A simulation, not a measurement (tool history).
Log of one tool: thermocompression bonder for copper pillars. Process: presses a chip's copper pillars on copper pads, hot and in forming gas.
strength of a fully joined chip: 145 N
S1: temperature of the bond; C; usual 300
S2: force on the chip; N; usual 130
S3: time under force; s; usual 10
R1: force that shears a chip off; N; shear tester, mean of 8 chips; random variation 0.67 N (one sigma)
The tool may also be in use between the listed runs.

{"run": 1, "hour": 0.0, "S1": 300, "S2": 130, "S3": 10, "R1": 90.8}
{"hour": 1.8, "done": "forming gas filter changed"}
{"run": 2, "hour": 8.1, "S1": 300, "S2": 130, "S3": 10, "R1": 99.6}
{"run": 3, "hour": 20.8, "S1": 315, "S2": 130, "S3": 10, "R1": 110.5}
{"run": 4, "hour": 32.8, "S1": 300, "S2": 130, "S3": 10, "R1": 99.5}
{"run": 5, "hour": 49.2, "S1": 300, "S2": 130, "S3": 10, "R1": 98.2}
{"run": 6, "hour": 60.5, "S1": 300, "S2": 130, "S3": 10, "R1": 99.0}
{"run": 7, "hour": 68.8, "S1": 292, "S2": 130, "S3": 10, "R1": 90.9}
{"run": 8, "hour": 81.2, "S1": 292, "S2": 130, "S3": 10, "R1": 91.3}
{"run": 9, "hour": 93.8, "S1": 292, "S2": 130, "S3": 10, "R1": 91.7}
{"run": 10, "hour": 102.8, "S1": 300, "S2": 130, "S3": 10, "R1": 99.0}
{"run": 11, "hour": 112.9, "S1": 300, "S2": 130, "S3": 10, "R1": 97.9}
{"run": 12, "hour": 127.4, "S1": 300, "S2": 130, "S3": 5, "R1": 79.0}
{"run": 13, "hour": 134.7, "S1": 300, "S2": 130, "S3": 10, "R1": 97.5}
{"run": 14, "hour": 148.7, "S1": 328, "S2": 130, "S3": 10, "R1": 114.7}
{"run": 15, "hour": 160.6, "S1": 314, "S2": 130, "S3": 10, "R1": 106.9}
{"run": 16, "hour": 168.3, "S1": 300, "S2": 130, "S3": 12, "R1": 101.7}
{"run": 17, "hour": 179.3, "S1": 300, "S2": 130, "S3": 12, "R1": 100.7}
{"run": 18, "hour": 193.8, "S1": 319, "S2": 130, "S3": 21, "R1": 123.6}
{"run": 19, "hour": 201.7, "S1": 279, "S2": 130, "S3": 26, "R1": 103.9}
{"run": 20, "hour": 211.3, "S1": 285, "S2": 130, "S3": 18, "R1": 99.7}
{"run": 21, "hour": 227.4, "S1": 292, "S2": 193, "S3": 18, "R1": 116.2}
{"run": 22, "hour": 242.6, "S1": 292, "S2": 193, "S3": 18, "R1": 116.2}
{"run": 23, "hour": 253.7, "S1": 319, "S2": 130, "S3": 19, "R1": 119.4}
{"run": 24, "hour": 262.1, "S1": 283, "S2": 130, "S3": 10, "R1": 82.6}
{"run": 25, "hour": 277.3, "S1": 285, "S2": 130, "S3": 27, "R1": 108.5}
{"run": 26, "hour": 294.0, "S1": 282, "S2": 130, "S3": 10, "R1": 81.8}
{"run": 27, "hour": 305.2, "S1": 279, "S2": 164, "S3": 10, "R1": 86.0}
{"run": 28, "hour": 316.0, "S1": 279, "S2": 164, "S3": 10, "R1": 86.8}
{"run": 29, "hour": 329.7, "S1": 279, "S2": 164, "S3": 10, "R1": 86.2}
{"run": 30, "hour": 338.3, "S1": 293, "S2": 130, "S3": 22, "R1": 107.1}

5 ways to go on from here, each from the tool as it stands after run 30. What would each give?
{"run": "A", "hour": 348.4, "S1": 303, "S2": 117, "S3": 24, "R1": "?"}
{"run": "B", "hour": 348.4, "S1": 293, "S2": 98, "S3": 22, "R1": "?"}
{"run": "C", "hour": 348.4, "S1": 297, "S2": 130, "S3": 10, "R1": "?"}
{"run": "D", "hour": 348.4, "S1": 300, "S2": 122, "S3": 10, "R1": "?"}
{"run": "E", "hour": 348.4, "S1": 273, "S2": 80, "S3": 5, "R1": "?"}

run=A R1=110.8
run=B R1=97.1
run=C R1=91.8
run=D R1=91.7
run=E R1=44.5
Without the tool's hidden state the same runs would have given:
run=A R1=116.4
run=B R1=101.0
run=C R1=95.1
run=D R1=95.2
run=E R1=44.9

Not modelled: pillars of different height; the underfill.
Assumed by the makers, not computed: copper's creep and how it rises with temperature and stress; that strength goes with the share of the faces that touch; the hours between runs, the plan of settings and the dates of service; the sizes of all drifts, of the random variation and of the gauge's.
